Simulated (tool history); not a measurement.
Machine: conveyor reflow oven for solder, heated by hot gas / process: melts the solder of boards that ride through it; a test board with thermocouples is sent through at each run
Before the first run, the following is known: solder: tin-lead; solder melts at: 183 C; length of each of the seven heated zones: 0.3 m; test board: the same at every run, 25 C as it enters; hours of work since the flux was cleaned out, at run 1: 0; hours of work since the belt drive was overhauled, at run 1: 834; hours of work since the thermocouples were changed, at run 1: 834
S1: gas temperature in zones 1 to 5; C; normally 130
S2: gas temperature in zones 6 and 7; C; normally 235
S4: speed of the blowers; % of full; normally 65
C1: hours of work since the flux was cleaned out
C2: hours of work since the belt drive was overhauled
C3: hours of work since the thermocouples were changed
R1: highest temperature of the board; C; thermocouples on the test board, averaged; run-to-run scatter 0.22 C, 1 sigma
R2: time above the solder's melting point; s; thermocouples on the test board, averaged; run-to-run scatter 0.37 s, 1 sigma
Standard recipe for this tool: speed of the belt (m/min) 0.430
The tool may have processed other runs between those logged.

{"run": 1, "hour": 0.0, "S1": 130, "S2": 235, "speed of the belt (m/min)": 0.43, "S4": 65, "C1": 0, "C2": 834, "C3": 834, "R1": 222.7, "R2": 65.8}
{"run": 2, "hour": 27.1, "S1": 130, "S2": 235, "speed of the belt (m/min)": 0.43, "S4": 65, "C1": 15, "C2": 849, "C3": 849, "R1": 222.7, "R2": 66.7}
{"run": 3, "hour": 56.0, "S1": 130, "S2": 235, "speed of the belt (m/min)": 0.43, "S4": 65, "C1": 31, "C2": 864, "C3": 864, "R1": 222.8, "R2": 66.7}
{"run": 4, "hour": 93.7, "S1": 130, "S2": 235, "speed of the belt (m/min)": 0.43, "S4": 65, "C1": 51, "C2": 885, "C3": 885, "R1": 222.8, "R2": 65.9}
{"run": 5, "hour": 131.1, "S1": 130, "S2": 250, "speed of the belt (m/min)": 0.43, "S4": 65, "C1": 72, "C2": 906, "C3": 906, "R1": 236.8, "R2": 74.5}
{"run": 6, "hour": 162.9, "S1": 130, "S2": 232, "speed of the belt (m/min)": 0.43, "S4": 65, "C1": 89, "C2": 923, "C3": 923, "R1": 219.9, "R2": 64.5}
{"run": 7, "hour": 178.9, "S1": 130, "S2": 235, "speed of the belt (m/min)": 0.43, "S4": 65, "C1": 98, "C2": 932, "C3": 932, "R1": 222.5, "R2": 67.1}
{"run": 8, "hour": 210.3, "S1": 130, "S2": 235, "speed of the belt (m/min)": 0.43, "S4": 65, "C1": 115, "C2": 949, "C3": 949, "R1": 222.3, "R2": 65.8}
{"hour": 249.6, "done": "belt drive overhauled, speed set with a stopwatch"}
{"run": 9, "hour": 251.2, "S1": 130, "S2": 235, "speed of the belt (m/min)": 0.43, "S4": 65, "C1": 136, "C2": 1, "C3": 969, "R1": 221.7, "R2": 63.9}
{"hour": 260.7, "done": "thermocouples of zones 6 and 7 changed"}
{"run": 10, "hour": 270.4, "S1": 130, "S2": 235, "speed of the belt (m/min)": 0.43, "S4": 65, "C1": 145, "C2": 10, "C3": 5, "R1": 220.3, "R2": 63.0}
{"run": 11, "hour": 292.3, "S1": 130, "S2": 235, "speed of the belt (m/min)": 0.43, "S4": 65, "C1": 157, "C2": 22, "C3": 17, "R1": 220.3, "R2": 63.2}
{"run": 12, "hour": 330.1, "S1": 130, "S2": 235, "speed of the belt (m/min)": 0.43, "S4": 57, "C1": 178, "C2": 43, "C3": 38, "R1": 219.1, "R2": 61.4}
{"run": 13, "hour": 351.0, "S1": 130, "S2": 235, "speed of the belt (m/min)": 0.43, "S4": 57, "C1": 189, "C2": 55, "C3": 50, "R1": 219.2, "R2": 61.4}
{"run": 14, "hour": 384.8, "S1": 130, "S2": 235, "speed of the belt (m/min)": 0.43, "S4": 57, "C1": 208, "C2": 73, "C3": 68, "R1": 218.7, "R2": 61.8}
{"run": 15, "hour": 401.9, "S1": 130, "S2": 235, "speed of the belt (m/min)": 0.43, "S4": 50, "C1": 217, "C2": 82, "C3": 77, "R1": 216.9, "R2": 60.7}
{"run": 16, "hour": 419.1, "S1": 130, "S2": 235, "speed of the belt (m/min)": 0.43, "S4": 50, "C1": 227, "C2": 92, "C3": 87, "R1": 217.2, "R2": 59.6}
{"run": 17, "hour": 456.3, "S1": 123, "S2": 235, "speed of the belt (m/min)": 0.471, "S4": 50, "C1": 247, "C2": 112, "C3": 107, "R1": 211.8, "R2": 47.7}
{"run": 18, "hour": 481.7, "S1": 130, "S2": 235, "speed of the belt (m/min)": 0.457, "S4": 65, "C1": 261, "C2": 126, "C3": 121, "R1": 218.4, "R2": 57.5}
{"run": 19, "hour": 503.4, "S1": 130, "S2": 241, "speed of the belt (m/min)": 0.488, "S4": 65, "C1": 273, "C2": 138, "C3": 133, "R1": 221.8, "R2": 55.4}
{"run": 20, "hour": 520.4, "S1": 139, "S2": 228, "speed of the belt (m/min)": 0.488, "S4": 71, "C1": 282, "C2": 148, "C3": 143, "R1": 213.0, "R2": 52.5}
{"run": 21, "hour": 552.2, "S1": 139, "S2": 247, "speed of the belt (m/min)": 0.441, "S4": 71, "C1": 300, "C2": 165, "C3": 160, "R1": 232.8, "R2": 72.3}
{"run": 22, "hour": 576.9, "S1": 139, "S2": 247, "speed of the belt (m/min)": 0.441, "S4": 71, "C1": 313, "C2": 179, "C3": 174, "R1": 232.3, "R2": 73.0}
{"run": 23, "hour": 610.4, "S1": 139, "S2": 226, "speed of the belt (m/min)": 0.441, "S4": 81, "C1": 332, "C2": 197, "C3": 192, "R1": 215.3, "R2": 61.1}
{"run": 24, "hour": 634.0, "S1": 122, "S2": 233, "speed of the belt (m/min)": 0.36, "S4": 82, "C1": 345, "C2": 210, "C3": 205, "R1": 224.7, "R2": 78.8}
{"run": 25, "hour": 667.5, "S1": 134, "S2": 231, "speed of the belt (m/min)": 0.472, "S4": 61, "C1": 363, "C2": 228, "C3": 223, "R1": 213.6, "R2": 52.4}
{"run": 26, "hour": 695.5, "S1": 144, "S2": 236, "speed of the belt (m/min)": 0.43, "S4": 58, "C1": 379, "C2": 244, "C3": 239, "R1": 222.4, "R2": 69.4}
{"run": 27, "hour": 733.9, "S1": 144, "S2": 235, "speed of the belt (m/min)": 0.34, "S4": 84, "C1": 400, "C2": 265, "C3": 260, "R1": 229.6, "R2": 94.9}
{"run": 28, "hour": 768.7, "S1": 144, "S2": 241, "speed of the belt (m/min)": 0.473, "S4": 84, "C1": 419, "C2": 284, "C3": 279, "R1": 227.7, "R2": 66.4}
{"run": 29, "hour": 790.8, "S1": 130, "S2": 232, "speed of the belt (m/min)": 0.505, "S4": 65, "C1": 431, "C2": 296, "C3": 291, "R1": 211.9, "R2": 46.3}
{"hour": 818.5, "done": "flux residue cleaned out of gas plates and filters"}
{"run": 30, "hour": 831.6, "S1": 130, "S2": 234, "speed of the belt (m/min)": 0.43, "S4": 71, "C1": 7, "C2": 316, "C3": 311, "R1": 221.9, "R2": 64.9}

Consider 3 possible next runs. They are alternatives, not a sequence: every one starts from the tool as it was left by run 30. What does each give?
{"run": "A", "hour": 856.3, "S1": 121, "S2": 234, "speed of the belt (m/min)": 0.511, "S4": 51, "C1": 21, "C2": 329, "C3": 324, "R1": "?", "R2": "?"}
{"run": "B", "hour": 856.3, "S1": 134, "S2": 235, "speed of the belt (m/min)": 0.43, "S4": 65, "C1": 21, "C2": 329, "C3": 324, "R1": "?", "R2": "?"}
{"run": "C", "hour": 856.3, "S1": 123, "S2": 235, "speed of the belt (m/min)": 0.414, "S4": 65, "C1": 21, "C2": 329, "C3": 324, "R1": "?", "R2": "?"}

run=A R1=208.8 R2=40.1
run=B R1=222.2 R2=66.6
run=C R1=221.8 R2=65.2
Without the tool's unlogged condition, the same runs would have read:
run=A R1=208.1 R2=39.1
run=B R1=221.4 R2=65.6
run=C R1=221.1 R2=64.2
